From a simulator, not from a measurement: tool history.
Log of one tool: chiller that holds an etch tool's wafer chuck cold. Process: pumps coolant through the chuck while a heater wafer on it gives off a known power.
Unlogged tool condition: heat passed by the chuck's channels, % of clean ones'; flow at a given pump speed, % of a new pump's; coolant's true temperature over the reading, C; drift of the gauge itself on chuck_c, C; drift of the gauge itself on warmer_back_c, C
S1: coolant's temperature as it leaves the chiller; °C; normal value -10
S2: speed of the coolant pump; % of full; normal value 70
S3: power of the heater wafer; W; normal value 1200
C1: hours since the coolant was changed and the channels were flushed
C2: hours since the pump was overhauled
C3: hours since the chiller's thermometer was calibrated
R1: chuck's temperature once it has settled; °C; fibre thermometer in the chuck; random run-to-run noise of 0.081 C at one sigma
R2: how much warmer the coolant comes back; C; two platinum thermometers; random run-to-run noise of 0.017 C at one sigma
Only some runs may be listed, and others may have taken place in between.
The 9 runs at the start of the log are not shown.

run	hour	S1	S2	S3	C1	C2	C3	R1	R2
10	731.9	-10	75	1200	4940	4309	1064	-1.20	3.16
11	835.6	-10	75	1200	5044	4413	1168	-1.13	3.14
# hour 845.9: coolant pump overhauled
12	902.7	-10	75	1200	5106	57	1230	-0.98	3.25
13	982.0	-6	70	1200	5185	136	1309	3.47	3.48
14	1090.0	-6	70	1200	5293	244	1417	3.46	3.51
15	1173.7	-10	70	1200	5377	328	1501	-0.52	3.52
16	1231.4	-10	70	1200	5434	386	1559	-0.46	3.49
17	1335.8	-13	98	1200	5539	490	1663	-5.19	2.52
18	1446.5	-13	98	706	5649	601	1774	-8.40	1.50
19	1495.9	-16	73	706	5699	650	1823	-10.47	2.00
# hour 1556.2: coolant pump overhauled, once more
20	1590.5	-10	85	1338	5788	34	1913	-1.13	2.92
21	1650.7	-10	85	1338	5849	94	1973	-0.97	2.92
22	1713.1	-13	82	1134	5911	157	2035	-5.32	2.58
23	1764.3	-13	82	1134	5962	208	2086	-5.21	2.58
24	1857.7	-12	81	836	6056	301	2180	-6.17	1.92
# hour 1864.6: chiller's thermometer calibrated
25	1960.8	-2	60	1352	6158	404	96	9.15	4.17
26	2019.9	-2	88	801	6217	463	155	3.29	1.68
27	2115.5	-2	88	801	6312	558	251	3.21	1.72
28	2222.9	-10	75	1200	6420	666	358	-1.18	3.00
29	2332.1	-19	66	749	6529	775	468	-13.02	2.11
30	2407.7	-13	64	1613	6605	850	543	0.06	4.71
31	2525.7	-6	97	963	6723	968	661	0.05	1.90

Consider 3 possible next runs. They are alternatives, not a sequence: every one starts from the tool as it was left by run 31. What does each give?
A	2636.2	-14	79	1321	6833	1079	772	?	?
B	2636.2	-6	97	734	6833	1079	772	?	?
C	2636.2	-14	68	1393	6833	1079	772	?	?

run	R1	R2
A	-4.70	3.16
B	-1.45	1.42
C	-3.07	3.86
Had the tool no hidden state, the same runs would have come out as:
run	R1	R2
A	-5.97	3.10
B	-2.07	1.39
C	-4.52	3.79
